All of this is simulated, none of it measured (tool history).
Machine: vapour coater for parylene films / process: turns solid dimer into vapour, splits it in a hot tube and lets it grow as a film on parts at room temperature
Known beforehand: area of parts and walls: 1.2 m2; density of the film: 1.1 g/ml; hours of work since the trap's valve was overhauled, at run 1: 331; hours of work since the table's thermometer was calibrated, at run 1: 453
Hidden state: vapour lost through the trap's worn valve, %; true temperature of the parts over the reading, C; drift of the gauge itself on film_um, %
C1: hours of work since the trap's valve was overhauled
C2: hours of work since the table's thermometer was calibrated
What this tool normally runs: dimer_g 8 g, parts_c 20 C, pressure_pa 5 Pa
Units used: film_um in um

Run 1, hour 0: usual settings; C1 331; C2 453. Result: film_um 3.58 um.
Run 2, hour 51.8: usual settings; C1 353; C2 475. Result: film_um 3.55 um.
Run 3, hour 104.9: usual settings; C1 375; C2 497. Result: film_um 3.55 um.
Run 4, hour 142.6: usual settings; C1 391; C2 513. Result: film_um 3.5 um.
Run 5, hour 179.6: usual settings; C1 407; C2 528. Result: film_um 3.52 um.
Run 6, hour 233.1: usual settings; C1 429; C2 551. Result: film_um 3.5 um.
Run 7, hour 288.9: usual settings but dimer_g 3 g; C1 453; C2 574. Result: film_um 1.28 um.
Run 8, hour 316.5: usual settings but dimer_g 3 g; C1 464; C2 586. Result: film_um 1.31 um.
Run 9, hour 375.1: usual settings but dimer_g 3 g, parts_c 31 C; C1 489; C2 610. Result: film_um 0.99 um.
At hour 395: trap's valve overhauled.
Run 10, hour 431.6: usual settings but dimer_g 3 g, parts_c 31 C; C1 15; C2 632. Result: film_um 1.13 um.
Run 11, hour 489.8: usual settings but pressure_pa 9.16 Pa; C1 40; C2 657. Result: film_um 3.57 um.
Run 12, hour 550.2: usual settings but pressure_pa 9.16 Pa; C1 65; C2 682. Result: film_um 3.56 um.
Run 13, hour 580.7: usual settings but pressure_pa 9.16 Pa; C1 78; C2 695. Result: film_um 3.58 um.
Run 14, hour 609.4: usual settings but pressure_pa 9.16 Pa; C1 90; C2 707. Result: film_um 3.55 um.
Run 15, hour 648.6: usual settings but pressure_pa 9.16 Pa; C1 106; C2 723. Result: film_um 3.58 um.
Run 16, hour 681.1: usual settings but pressure_pa 9.16 Pa; C1 120; C2 737. Result: film_um 3.51 um.

Predict the results of run 17:
Run 17, hour 741: usual settings but pressure_pa 9.16 Pa; C1 145; C2 762. Result: film_um ?.

{"run 17": {"film_um": 3.49}}
If the tool had no hidden condition, the same run with the same run-to-run variation would have returned film_um 3.58 um.

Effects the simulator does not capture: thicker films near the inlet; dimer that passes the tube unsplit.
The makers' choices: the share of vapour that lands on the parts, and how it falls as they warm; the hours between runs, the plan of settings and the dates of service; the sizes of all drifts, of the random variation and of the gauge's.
